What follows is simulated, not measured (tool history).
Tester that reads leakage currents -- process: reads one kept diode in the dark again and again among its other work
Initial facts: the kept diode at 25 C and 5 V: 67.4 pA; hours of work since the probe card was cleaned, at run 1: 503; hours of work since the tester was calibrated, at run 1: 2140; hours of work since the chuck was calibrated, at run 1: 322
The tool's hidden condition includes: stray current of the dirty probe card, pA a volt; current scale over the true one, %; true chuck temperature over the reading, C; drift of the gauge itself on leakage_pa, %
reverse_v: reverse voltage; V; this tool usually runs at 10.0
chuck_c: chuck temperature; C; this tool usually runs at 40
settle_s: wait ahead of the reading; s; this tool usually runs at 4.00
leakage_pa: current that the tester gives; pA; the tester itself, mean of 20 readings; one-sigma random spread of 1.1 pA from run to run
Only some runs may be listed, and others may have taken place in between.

run    hour  reverse_v  chuck_c  settle_s  hours of work since the probe card was cleaned  hours of work since the tester was calibrated  hours of work since the chuck was calibrated  leakage_pa
  1     0.0       10.0       40      4.00                                             503                                           2140                                           322      375.47
  2   196.1       10.0       40      4.00                                             633                                           2270                                           452      379.29
  3   419.0       10.0       40      4.00                                             780                                           2417                                           600      376.43
  4   569.2       10.0       40      4.00                                             880                                           2517                                           699      374.96
  5   821.3       10.0       40      4.00                                            1047                                           2684                                           866      375.88
  6  1027.9       10.0       40      4.00                                            1183                                           2821                                          1003      376.16
  7  1136.4       10.0       46      4.00                                            1255                                           2892                                          1074      612.65
     1270.1  -- chuck's temperature calibrated
  8  1364.9       10.0       40      4.00                                            1405                                           3042                                            63      375.96
  9  1624.7       10.0       41      4.00                                            1577                                           3214                                           235      409.91
 10  1890.7       10.0       41      4.00                                            1753                                           3390                                           411      408.85
 11  2101.1       10.0       40      4.00                                            1892                                           3530                                           550      376.79
 12  2295.2       10.0       40      4.00                                            2021                                           3658                                           679      375.29
 13  2550.8       10.0       40      4.00                                            2190                                           3827                                           848      376.55
     2620.9  -- tester calibrated
 14  2819.2       10.0       40      1.92                                            2366                                            131                                          1024      377.66
     3036.1  -- chuck's temperature calibrated
 15  3059.8       10.0       47      4.00                                            2524                                            289                                            16      658.52
 16  3308.2        1.6       47      4.00                                            2689                                            454                                           180      225.24
 17  3570.4        1.6       47      4.00                                            2862                                            627                                           354      226.10
 18  3719.4        1.6       47      4.00                                            2961                                            726                                           452      225.65
 19  3933.7       10.0       40      0.58                                            3103                                            868                                           594      384.22
     4070.4  -- probe card cleaned and baked
 20  4201.0       10.0       40      0.58                                              86                                           1043                                           769      382.33
 21  4456.8       10.0       40      0.58                                             256                                           1212                                           938      382.02
 22  4597.2       10.0       40      0.58                                             349                                           1305                                          1031      380.35
     4814.1  -- chuck's temperature calibrated
 23  4862.9       10.0       40      0.58                                             523                                           1479                                            32      383.87
 24  4982.2       10.0       40      0.58                                             602                                           1558                                           111      381.43
 25  5207.2        1.8       56      0.99                                             751                                           1707                                           260      483.87
 26  5403.4        1.0       40      1.34                                             881                                           1837                                           390       96.99
 27  5592.0        1.7       57      0.36                                            1006                                           1962                                           515      507.41
 28  5819.3        6.3       44      0.36                                            1156                                           2113                                           665      403.54
 29  6010.4        6.3       44      0.36                                            1283                                           2239                                           792      403.75
 30  6245.2        6.3       44      0.36                                            1438                                           2394                                           947      402.31
 31  6378.3        6.3       36      2.70                                            1526                                           2483                                          1035      205.78
     6583.9  -- chuck's temperature calibrated
 32  6583.9        3.5       29      3.43                                            1661                                           2617                                             0       78.75
 33  6748.2        3.5       29      3.43                                            1770                                           2726                                           109       78.55
 34  6900.8        3.0       27      5.54                                            1871                                           2827                                           210       59.92
 35  7150.9        3.0       27      5.54                                            2036                                           2993                                           375       59.68
 36  7395.8        3.0       50      6.14                                            2199                                           3155                                           537      412.85
 37  7505.6       10.2       38      0.41                                            2271                                           3227                                           610      330.25

Consider 4 possible next runs. They are alternatives, not a sequence: every one starts from the tool as it was left by run 37. What does each give?
  A  7640.6       19.6       30      0.41                                            2361                                           3317                                           699           ?
  B  7640.6       10.2       21      7.36                                            2361                                           3317                                           699           ?
  C  7640.6        1.6       25      0.40                                            2361                                           3317                                           699           ?
  D  7640.6       11.3       33      5.24                                            2361                                           3317                                           699           ?

run  leakage_pa
  A      254.77
  B       71.59
  C       35.88
  D      223.17
Stripped of hidden state, with their random variation kept, the same runs would have yielded:
run  leakage_pa
  A      254.45
  B       71.47
  C       35.84
  D      222.90

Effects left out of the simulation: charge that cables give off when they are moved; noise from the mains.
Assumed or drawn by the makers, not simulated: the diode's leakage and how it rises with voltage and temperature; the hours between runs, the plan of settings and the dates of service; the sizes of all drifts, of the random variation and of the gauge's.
